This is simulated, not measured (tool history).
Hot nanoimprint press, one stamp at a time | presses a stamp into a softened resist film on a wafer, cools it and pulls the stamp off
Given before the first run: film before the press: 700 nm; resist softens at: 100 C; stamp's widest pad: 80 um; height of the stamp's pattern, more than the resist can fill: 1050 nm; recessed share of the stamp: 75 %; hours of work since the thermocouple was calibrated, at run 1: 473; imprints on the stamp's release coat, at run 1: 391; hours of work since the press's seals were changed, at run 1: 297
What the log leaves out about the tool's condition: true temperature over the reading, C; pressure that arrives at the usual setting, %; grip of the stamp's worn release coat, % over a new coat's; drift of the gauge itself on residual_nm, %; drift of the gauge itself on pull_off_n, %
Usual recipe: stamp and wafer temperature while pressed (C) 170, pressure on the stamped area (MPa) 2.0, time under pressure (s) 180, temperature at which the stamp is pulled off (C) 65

run	day	stamp and wafer temperature while pressed (C)	pressure on the stamped area (MPa)	time under pressure (s)	temperature at which the stamp is pulled off (C)	hours of work since the thermocouple was calibrated	imprints on the stamp's release coat	hours of work since the press's seals were changed	resist left under the stamp's widest pad (nm)	greatest force while the stamp is pulled off (N)
1	0.000	170	2.0	180	65	473	391	297	323.5	185
2	0.504	170	2.0	180	65	480	431	304	323.8	181
3	0.958	170	2.0	156	65	486	466	310	343.0	182
4	1.529	170	2.0	156	65	493	510	317	341.8	190
5	2.025	170	2.0	156	65	500	548	324	340.8	187
6	2.533	170	2.0	156	65	507	588	331	341.7	192
7	3.162	170	2.0	156	65	515	637	339	339.1	195
8	3.550	170	2.0	156	65	520	667	344	340.1	195
9	4.104	170	2.0	156	65	527	710	352	341.3	193
10	4.492	170	2.0	156	65	533	740	357	340.5	199
11	4.958	170	1.5	180	65	539	776	363	361.5	196
12	5.579	172	1.5	172	65	547	824	371	337.7	210
# day 5.767: plate thermocouple calibrated
13	6.275	172	1.5	172	65	7	868	379	330.3	209
14	6.833	174	2.0	93	65	14	912	386	338.1	214
# day 7.525: plate thermocouple calibrated, once more
15	7.612	174	2.0	93	65	1	962	395	362.6	209

Run 16 has not been measured yet. What should we expect?
16	8.279	170	2.0	238	60	10	1014	404	?	?

resist left under the stamp's widest pad (nm): 302.9
greatest force while the stamp is pulled off (N): 225
With the hidden condition absent and the run-to-run variation left alone, this run would have shown resist left under the stamp's widest pad (nm) 300.2, greatest force while the stamp is pulled off (N) 168.

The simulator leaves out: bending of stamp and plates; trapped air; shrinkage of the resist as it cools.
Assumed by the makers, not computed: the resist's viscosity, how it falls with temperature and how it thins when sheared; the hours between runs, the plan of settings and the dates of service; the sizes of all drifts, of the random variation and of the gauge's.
